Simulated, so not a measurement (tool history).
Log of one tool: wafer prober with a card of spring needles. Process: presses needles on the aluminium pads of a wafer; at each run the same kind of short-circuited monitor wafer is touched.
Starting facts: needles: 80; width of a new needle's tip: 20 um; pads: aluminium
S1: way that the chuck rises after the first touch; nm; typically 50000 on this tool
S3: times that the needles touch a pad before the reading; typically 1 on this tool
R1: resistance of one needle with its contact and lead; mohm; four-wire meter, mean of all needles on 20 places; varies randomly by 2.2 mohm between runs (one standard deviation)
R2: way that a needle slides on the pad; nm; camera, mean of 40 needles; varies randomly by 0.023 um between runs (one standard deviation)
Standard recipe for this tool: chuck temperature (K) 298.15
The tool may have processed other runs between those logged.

Run 1, hour 0.0: usual settings. Result: R1 241 mohm, R2 6430 nm.
Run 2, hour 5.5: usual settings. Result: R1 242 mohm, R2 6360 nm.
Run 3, hour 13.3: usual settings but S3 2. Result: R1 242 mohm, R2 6410 nm.
Run 4, hour 20.5: usual settings but S3 2. Result: R1 238 mohm, R2 6420 nm.
Run 5, hour 25.6: usual settings. Result: R1 240 mohm, R2 6420 nm.
At hour 30.2: tips cleaned on abrasive film.
Run 6, hour 32.5: usual settings. Result: R1 239 mohm, R2 6430 nm.
Run 7, hour 38.1: usual settings. Result: R1 244 mohm, R2 6400 nm.
Run 8, hour 44.1: usual settings. Result: R1 242 mohm, R2 6420 nm.
Run 9, hour 49.8: usual settings. Result: R1 238 mohm, R2 6380 nm.
Run 10, hour 56.0: usual settings. Result: R1 244 mohm, R2 6390 nm.
Run 11, hour 60.3: usual settings. Result: R1 240 mohm, R2 6410 nm.
At hour 63.5: tips cleaned on abrasive film.
Run 12, hour 65.7: usual settings. Result: R1 242 mohm, R2 6410 nm.
Run 13, hour 70.5: usual settings. Result: R1 237 mohm, R2 6420 nm.
Run 14, hour 75.7: usual settings but chuck temperature (K) 361.15. Result: R1 258 mohm, R2 6450 nm.
Run 15, hour 79.7: usual settings but chuck temperature (K) 361.15. Result: R1 259 mohm, R2 6370 nm.
Run 16, hour 86.1: usual settings but chuck temperature (K) 361.15. Result: R1 260 mohm, R2 6460 nm.
Run 17, hour 89.7: usual settings. Result: R1 244 mohm, R2 6410 nm.
Run 18, hour 94.3: usual settings but S1 35000 nm, chuck temperature (K) 300.15. Result: R1 249 mohm, R2 4540 nm.
At hour 96.7: tips cleaned on abrasive film.
Run 19, hour 100.6: usual settings but S1 35000 nm, chuck temperature (K) 300.15. Result: R1 249 mohm, R2 4500 nm.
Run 20, hour 106.1: usual settings but S1 35000 nm, chuck temperature (K) 300.15. Result: R1 251 mohm, R2 4500 nm.
Run 21, hour 110.7: usual settings but S1 45000 nm, chuck temperature (K) 326.15, S3 2. Result: R1 252 mohm, R2 5780 nm.
Run 22, hour 117.2: usual settings but S1 43000 nm, chuck temperature (K) 380.15, S3 2. Result: R1 276 mohm, R2 5480 nm.
Run 23, hour 121.3: usual settings but S1 35000 nm, S3 2. Result: R1 255 mohm, R2 4480 nm.
Run 24, hour 129.2: usual settings but S1 43000 nm. Result: R1 241 mohm, R2 5530 nm.
At hour 129.8: tips cleaned on abrasive film.
Run 25, hour 135.2: usual settings but S1 43000 nm. Result: R1 244 mohm, R2 5510 nm.
Run 26, hour 142.7: usual settings but S1 43000 nm. Result: R1 249 mohm, R2 5480 nm.
Run 27, hour 150.9: usual settings but S1 54000 nm, chuck temperature (K) 341.15, S3 2. Result: R1 249 mohm, R2 6950 nm.

Run 28 is up next; what results do you expect?
Run 28, hour 154.7: usual settings but S1 35000 nm, chuck temperature (K) 318.15. Result: R1 ?, R2 ?.

{"run 28": {"R1": 253, "R2": 4470}}
With no hidden state in the tool, this same run would have given R1 252 mohm, R2 4470 nm.
